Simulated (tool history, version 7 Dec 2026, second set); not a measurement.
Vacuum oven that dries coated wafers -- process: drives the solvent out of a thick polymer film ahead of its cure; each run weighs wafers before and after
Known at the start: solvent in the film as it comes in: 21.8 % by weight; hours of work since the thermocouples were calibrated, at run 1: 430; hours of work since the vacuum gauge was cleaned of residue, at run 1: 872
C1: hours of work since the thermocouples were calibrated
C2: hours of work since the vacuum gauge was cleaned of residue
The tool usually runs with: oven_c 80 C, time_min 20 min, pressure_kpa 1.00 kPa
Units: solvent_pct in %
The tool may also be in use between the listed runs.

{"run": 1, "day": 0.0, "oven_c": 80, "time_min": 20, "pressure_kpa": 1.0, "C1": 430, "C2": 872, "solvent_pct": 2.73}
{"run": 2, "day": 1.088, "oven_c": 80, "time_min": 18, "pressure_kpa": 1.0, "C1": 443, "C2": 885, "solvent_pct": 3.26}
{"run": 3, "day": 2.292, "oven_c": 80, "time_min": 18, "pressure_kpa": 1.16, "C1": 456, "C2": 898, "solvent_pct": 3.28}
{"run": 4, "day": 3.212, "oven_c": 80, "time_min": 18, "pressure_kpa": 1.16, "C1": 467, "C2": 909, "solvent_pct": 3.34}
{"run": 5, "day": 4.179, "oven_c": 80, "time_min": 20, "pressure_kpa": 1.0, "C1": 478, "C2": 920, "solvent_pct": 2.72}
{"run": 6, "day": 5.879, "oven_c": 80, "time_min": 20, "pressure_kpa": 1.0, "C1": 497, "C2": 940, "solvent_pct": 2.8}
{"run": 7, "day": 7.271, "oven_c": 80, "time_min": 20, "pressure_kpa": 1.0, "C1": 513, "C2": 955, "solvent_pct": 2.7}
{"run": 8, "day": 8.892, "oven_c": 80, "time_min": 20, "pressure_kpa": 1.0, "C1": 532, "C2": 974, "solvent_pct": 2.68}
{"run": 9, "day": 10.346, "oven_c": 80, "time_min": 20, "pressure_kpa": 1.0, "C1": 548, "C2": 991, "solvent_pct": 2.7}
{"run": 10, "day": 11.275, "oven_c": 80, "time_min": 20, "pressure_kpa": 1.0, "C1": 559, "C2": 1001, "solvent_pct": 2.75}
{"run": 11, "day": 12.125, "oven_c": 80, "time_min": 20, "pressure_kpa": 1.0, "C1": 569, "C2": 1011, "solvent_pct": 2.67}
{"run": 12, "day": 13.392, "oven_c": 80, "time_min": 20, "pressure_kpa": 1.0, "C1": 583, "C2": 1025, "solvent_pct": 2.55}
{"run": 13, "day": 14.575, "oven_c": 80, "time_min": 22, "pressure_kpa": 1.0, "C1": 597, "C2": 1039, "solvent_pct": 2.35}
{"run": 14, "day": 15.954, "oven_c": 80, "time_min": 22, "pressure_kpa": 1.0, "C1": 613, "C2": 1055, "solvent_pct": 2.33}
{"run": 15, "day": 16.775, "oven_c": 80, "time_min": 21, "pressure_kpa": 1.0, "C1": 622, "C2": 1064, "solvent_pct": 2.63}
{"run": 16, "day": 17.992, "oven_c": 80, "time_min": 21, "pressure_kpa": 1.0, "C1": 636, "C2": 1078, "solvent_pct": 2.52}
{"run": 17, "day": 19.3, "oven_c": 80, "time_min": 20, "pressure_kpa": 2.13, "C1": 651, "C2": 1093, "solvent_pct": 3.68}
{"run": 18, "day": 20.033, "oven_c": 80, "time_min": 20, "pressure_kpa": 2.13, "C1": 659, "C2": 1101, "solvent_pct": 3.67}
{"run": 19, "day": 21.25, "oven_c": 80, "time_min": 20, "pressure_kpa": 1.0, "C1": 673, "C2": 1115, "solvent_pct": 2.77}
{"run": 20, "day": 22.267, "oven_c": 80, "time_min": 20, "pressure_kpa": 1.0, "C1": 685, "C2": 1127, "solvent_pct": 2.7}
{"run": 21, "day": 23.154, "oven_c": 80, "time_min": 19, "pressure_kpa": 1.0, "C1": 695, "C2": 1137, "solvent_pct": 2.98}
{"run": 22, "day": 24.125, "oven_c": 80, "time_min": 19, "pressure_kpa": 1.0, "C1": 706, "C2": 1148, "solvent_pct": 2.95}
{"run": 23, "day": 24.962, "oven_c": 80, "time_min": 20, "pressure_kpa": 1.0, "C1": 716, "C2": 1158, "solvent_pct": 2.6}
{"run": 24, "day": 25.762, "oven_c": 80, "time_min": 20, "pressure_kpa": 1.0, "C1": 725, "C2": 1167, "solvent_pct": 2.72}
{"run": 25, "day": 26.929, "oven_c": 80, "time_min": 20, "pressure_kpa": 1.47, "C1": 738, "C2": 1180, "solvent_pct": 3.04}
{"run": 26, "day": 28.388, "oven_c": 79, "time_min": 26, "pressure_kpa": 1.61, "C1": 755, "C2": 1197, "solvent_pct": 2.59}
{"run": 27, "day": 29.317, "oven_c": 79, "time_min": 17, "pressure_kpa": 0.54, "C1": 765, "C2": 1208, "solvent_pct": 3.34}
{"run": 28, "day": 30.7, "oven_c": 79, "time_min": 17, "pressure_kpa": 0.54, "C1": 781, "C2": 1223, "solvent_pct": 3.31}
{"run": 29, "day": 31.888, "oven_c": 77, "time_min": 20, "pressure_kpa": 1.0, "C1": 795, "C2": 1237, "solvent_pct": 3.56}
{"run": 30, "day": 32.671, "oven_c": 90, "time_min": 13, "pressure_kpa": 2.85, "C1": 804, "C2": 1246, "solvent_pct": 2.96}
{"day": 33.379, "done": "vacuum gauge cleaned of residue and calibrated"}
{"run": 31, "day": 33.504, "oven_c": 90, "time_min": 13, "pressure_kpa": 2.85, "C1": 813, "C2": 1, "solvent_pct": 3.08}
{"run": 32, "day": 34.967, "oven_c": 88, "time_min": 11, "pressure_kpa": 1.0, "C1": 829, "C2": 18, "solvent_pct": 3.11}
{"run": 33, "day": 35.888, "oven_c": 88, "time_min": 11, "pressure_kpa": 1.0, "C1": 840, "C2": 29, "solvent_pct": 3.18}
{"run": 34, "day": 36.925, "oven_c": 80, "time_min": 20, "pressure_kpa": 0.88, "C1": 852, "C2": 41, "solvent_pct": 2.67}
{"run": 35, "day": 38.492, "oven_c": 82, "time_min": 20, "pressure_kpa": 1.0, "C1": 870, "C2": 58, "solvent_pct": 2.31}
{"run": 36, "day": 40.142, "oven_c": 85, "time_min": 28, "pressure_kpa": 2.18, "C1": 888, "C2": 77, "solvent_pct": 1.86}
{"run": 37, "day": 41.554, "oven_c": 68, "time_min": 10, "pressure_kpa": 2.36, "C1": 905, "C2": 93, "solvent_pct": 12.08}
{"run": 38, "day": 42.358, "oven_c": 68, "time_min": 10, "pressure_kpa": 0.71, "C1": 914, "C2": 103, "solvent_pct": 10.89}
{"run": 39, "day": 44.058, "oven_c": 92, "time_min": 10, "pressure_kpa": 0.71, "C1": 933, "C2": 122, "solvent_pct": 2.41}
{"run": 40, "day": 45.192, "oven_c": 80, "time_min": 27, "pressure_kpa": 1.19, "C1": 946, "C2": 135, "solvent_pct": 1.91}
{"run": 41, "day": 46.75, "oven_c": 76, "time_min": 11, "pressure_kpa": 1.23, "C1": 964, "C2": 153, "solvent_pct": 7.52}
{"run": 42, "day": 48.1, "oven_c": 66, "time_min": 20, "pressure_kpa": 1.0, "C1": 979, "C2": 168, "solvent_pct": 7.78}
{"run": 43, "day": 49.446, "oven_c": 66, "time_min": 20, "pressure_kpa": 1.0, "C1": 995, "C2": 184, "solvent_pct": 7.87}
{"run": 44, "day": 50.817, "oven_c": 66, "time_min": 20, "pressure_kpa": 1.0, "C1": 1011, "C2": 199, "solvent_pct": 7.56}
{"run": 45, "day": 52.062, "oven_c": 82, "time_min": 24, "pressure_kpa": 1.0, "C1": 1025, "C2": 214, "solvent_pct": 1.72}
{"run": 46, "day": 52.775, "oven_c": 82, "time_min": 11, "pressure_kpa": 1.07, "C1": 1033, "C2": 222, "solvent_pct": 5.16}

Across each entry between runs, compare the hidden state at the last listed run before it with the hidden state at the first listed run after it:
Between runs 30 and 31: vacuum gauge cleaned of residue and calibrated (day 33.379)
  true pressure over the reading, kPa: 0.002 -> 0
